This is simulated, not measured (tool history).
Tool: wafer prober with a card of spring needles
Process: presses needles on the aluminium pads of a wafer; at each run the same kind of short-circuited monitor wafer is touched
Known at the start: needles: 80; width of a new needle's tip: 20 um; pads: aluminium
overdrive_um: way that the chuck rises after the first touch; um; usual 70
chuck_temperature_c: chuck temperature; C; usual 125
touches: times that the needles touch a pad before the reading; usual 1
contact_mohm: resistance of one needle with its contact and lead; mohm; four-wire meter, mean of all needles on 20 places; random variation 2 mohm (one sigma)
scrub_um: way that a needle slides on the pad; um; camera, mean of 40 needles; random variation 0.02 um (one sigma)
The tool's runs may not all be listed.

| run | hour | overdrive_um | chuck_temperature_c | touches | contact_mohm | scrub_um |
|---|---|---|---|---|---|---|
| 1 | 0 | 70 | 125 | 1 | 219 | 13.41 |
|  | 5.1 | tips cleaned on abrasive film |
| 2 | 8.6 | 83 | 125 | 1 | 214 | 15.93 |
| 3 | 16.3 | 70 | 62 | 1 | 207 | 13.44 |
|  | 19.3 | tips cleaned on abrasive film |
| 4 | 24.7 | 70 | 62 | 1 | 201 | 13.4 |
| 5 | 32.2 | 70 | 93 | 1 | 213 | 13.41 |
|  | 34.7 | tips cleaned on abrasive film |
| 6 | 42.2 | 70 | 31 | 1 | 197 | 13.41 |
|  | 48.9 | tips cleaned on abrasive film |
| 7 | 54.2 | 70 | 31 | 1 | 197 | 13.39 |
|  | 63.8 | tips cleaned on abrasive film |
| 8 | 66.6 | 87 | 125 | 1 | 214 | 16.67 |
| 9 | 73.2 | 87 | 125 | 1 | 212 | 16.64 |
|  | 78.3 | tips cleaned on abrasive film |
| 10 | 87.2 | 70 | 125 | 1 | 215 | 13.36 |
|  | 93.4 | tips cleaned on abrasive film |
| 11 | 101.3 | 70 | 125 | 1 | 214 | 13.39 |
|  | 107.8 | tips cleaned on abrasive film |
| 12 | 115.1 | 70 | 125 | 1 | 216 | 13.34 |
|  | 122.5 | tips cleaned on abrasive film |
| 13 | 124.6 | 89 | 66 | 2 | 199 | 16.97 |
| 14 | 134.4 | 66 | 61 | 3 | 204 | 12.61 |
|  | 137.6 | tips cleaned on abrasive film |
| 15 | 142.6 | 61 | 61 | 2 | 207 | 11.65 |
| 16 | 151.3 | 73 | 45 | 1 | 199 | 13.92 |
|  | 152.3 | tips cleaned on abrasive film |
| 17 | 159.3 | 63 | 49 | 3 | 204 | 11.99 |
| 18 | 165.1 | 71 | 49 | 2 | 199 | 13.5 |
|  | 167.4 | tips cleaned on abrasive film |
| 19 | 176 | 70 | 35 | 2 | 198 | 13.31 |
|  | 181.6 | tips cleaned on abrasive film |
| 20 | 185.1 | 59 | 125 | 1 | 219 | 11.23 |
| 21 | 192.4 | 71 | 83 | 2 | 208 | 13.54 |
|  | 196.8 | tips cleaned on abrasive film |
| 22 | 201.4 | 77 | 82 | 2 | 203 | 14.65 |
|  | 211.5 | tips cleaned on abrasive film |
| 23 | 212.4 | 53 | 98 | 2 | 216 | 10.04 |

3 ways to go on from here, each from the tool as it stands after run 23. What would each give?
| A | 222.3 | 52 | 30 | 1 | ? | ? |
| B | 222.3 | 81 | 98 | 2 | ? | ? |
| C | 222.3 | 53 | 35 | 2 | ? | ? |

| run | contact_mohm | scrub_um |
|---|---|---|
| A | 203 | 9.88 |
| B | 206 | 15.39 |
| C | 202 | 10.07 |
Without the tool's hidden state the same runs would have given:
| run | contact_mohm | scrub_um |
|---|---|---|
| A | 201 | 9.97 |
| B | 205 | 15.53 |
| C | 201 | 10.16 |
